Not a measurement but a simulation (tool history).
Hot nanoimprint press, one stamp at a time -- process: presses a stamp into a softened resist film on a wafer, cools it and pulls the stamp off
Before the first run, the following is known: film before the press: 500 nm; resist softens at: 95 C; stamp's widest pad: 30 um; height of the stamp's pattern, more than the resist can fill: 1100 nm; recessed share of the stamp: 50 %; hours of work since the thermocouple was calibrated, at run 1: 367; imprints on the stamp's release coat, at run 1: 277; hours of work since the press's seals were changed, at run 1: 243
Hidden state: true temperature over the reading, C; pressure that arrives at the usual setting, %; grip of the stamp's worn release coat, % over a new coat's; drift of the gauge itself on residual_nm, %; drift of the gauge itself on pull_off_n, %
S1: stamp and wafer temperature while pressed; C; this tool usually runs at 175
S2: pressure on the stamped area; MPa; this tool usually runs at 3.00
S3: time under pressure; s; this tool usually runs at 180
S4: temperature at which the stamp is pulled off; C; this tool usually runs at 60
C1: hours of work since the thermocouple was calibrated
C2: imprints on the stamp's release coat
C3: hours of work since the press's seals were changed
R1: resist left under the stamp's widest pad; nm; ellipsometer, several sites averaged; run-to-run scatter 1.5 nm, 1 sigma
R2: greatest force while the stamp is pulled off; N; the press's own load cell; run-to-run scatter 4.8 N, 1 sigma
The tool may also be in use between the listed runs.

Run 1, hour 0.0: usual settings; C1 367; C2 277; C3 243. Result: R1 248.6 nm, R2 255 N.
Run 2, hour 25.4: usual settings but S4 59 C; C1 384; C2 405; C3 260. Result: R1 247.3 nm, R2 266 N.
Run 3, hour 44.2: usual settings; C1 396; C2 499; C3 273. Result: R1 251.1 nm, R2 252 N.
Run 4, hour 61.7: usual settings; C1 408; C2 587; C3 284. Result: R1 252.7 nm, R2 267 N.
Run 5, hour 73.6: usual settings; C1 416; C2 648; C3 292. Result: R1 249.8 nm, R2 263 N.
At hour 95.6: stamp cleaned and given a new release coat.
Run 6, hour 99.0: usual settings but S3 198 s; C1 429; C2 17; C3 305. Result: R1 243.4 nm, R2 245 N.
Run 7, hour 111.3: usual settings; C1 437; C2 79; C3 313. Result: R1 251.2 nm, R2 247 N.
Run 8, hour 127.3: usual settings; C1 448; C2 160; C3 324. Result: R1 252.2 nm, R2 250 N.
At hour 132.8: plate thermocouple calibrated.
Run 9, hour 145.3: usual settings; C1 8; C2 235; C3 334. Result: R1 259.5 nm, R2 269 N.
Run 10, hour 171.8: usual settings; C1 26; C2 368; C3 351. Result: R1 258.1 nm, R2 267 N.
Run 11, hour 194.3: usual settings; C1 41; C2 482; C3 366. Result: R1 260.3 nm, R2 259 N.
Run 12, hour 211.5: usual settings; C1 52; C2 569; C3 378. Result: R1 261.0 nm, R2 275 N.
At hour 224.3: plate thermocouple calibrated, once more.
Run 13, hour 234.7: usual settings; C1 7; C2 670; C3 391. Result: R1 234.8 nm, R2 258 N.
At hour 252.1: stamp cleaned and given a new release coat.
Run 14, hour 256.0: usual settings; C1 17; C2 20; C3 401. Result: R1 233.7 nm, R2 231 N.
Run 15, hour 267.9: usual settings but S2 1.86 MPa, S3 237 s; C1 25; C2 80; C3 409. Result: R1 279.3 nm, R2 236 N.
Run 16, hour 286.1: usual settings but S2 1.86 MPa, S3 237 s; C1 37; C2 172; C3 421. Result: R1 275.7 nm, R2 244 N.
Run 17, hour 299.1: usual settings but S1 184 C, S2 2.89 MPa, S3 140 s, S4 47 C; C1 46; C2 237; C3 430. Result: R1 204.7 nm, R2 310 N.
Run 18, hour 324.5: usual settings but S1 186 C, S3 115 s; C1 63; C2 365; C3 447. Result: R1 206.2 nm, R2 247 N.
Run 19, hour 349.1: usual settings but S1 186 C, S3 115 s; C1 79; C2 489; C3 463. Result: R1 205.4 nm, R2 250 N.
Run 20, hour 377.2: usual settings but S1 186 C, S3 115 s; C1 98; C2 630; C3 482. Result: R1 206.8 nm, R2 260 N.
At hour 402.1: stamp cleaned and given a new release coat.
Run 21, hour 407.6: usual settings but S1 186 C, S3 115 s; C1 114; C2 27; C3 498. Result: R1 206.4 nm, R2 238 N.
Run 22, hour 432.2: usual settings but S1 186 C, S3 115 s; C1 130; C2 151; C3 515. Result: R1 208.6 nm, R2 245 N.
Run 23, hour 444.2: usual settings but S1 186 C, S2 1.95 MPa, S3 156 s, S4 61 C; C1 138; C2 212; C3 523. Result: R1 236.2 nm, R2 246 N.
Run 24, hour 464.0: usual settings but S4 46 C; C1 151; C2 311; C3 536. Result: R1 245.9 nm, R2 312 N.
Run 25, hour 487.5: usual settings but S3 134 s; C1 167; C2 429; C3 551. Result: R1 268.7 nm, R2 255 N.
Run 26, hour 509.6: usual settings but S1 167 C, S2 4.13 MPa; C1 182; C2 541; C3 566. Result: R1 266.8 nm, R2 259 N.
Run 27, hour 529.6: usual settings but S1 169 C, S2 3.61 MPa, S4 48 C; C1 195; C2 642; C3 579. Result: R1 269.2 nm, R2 328 N.

Run 28, settings as shown, results not yet in. Your forecast:
At hour 554.3: stamp cleaned and given a new release coat.
Run 28, hour 554.3: usual settings but S1 176 C, S2 2.29 MPa, S4 48 C; C1 207; C2 0; C3 592. Result: R1 ?, R2 ?.

{"run 28": {"R1": 272.8, "R2": 305}}
Minus the tool's unlogged condition, the same run would have read R1 260.8 nm, R2 301 N.

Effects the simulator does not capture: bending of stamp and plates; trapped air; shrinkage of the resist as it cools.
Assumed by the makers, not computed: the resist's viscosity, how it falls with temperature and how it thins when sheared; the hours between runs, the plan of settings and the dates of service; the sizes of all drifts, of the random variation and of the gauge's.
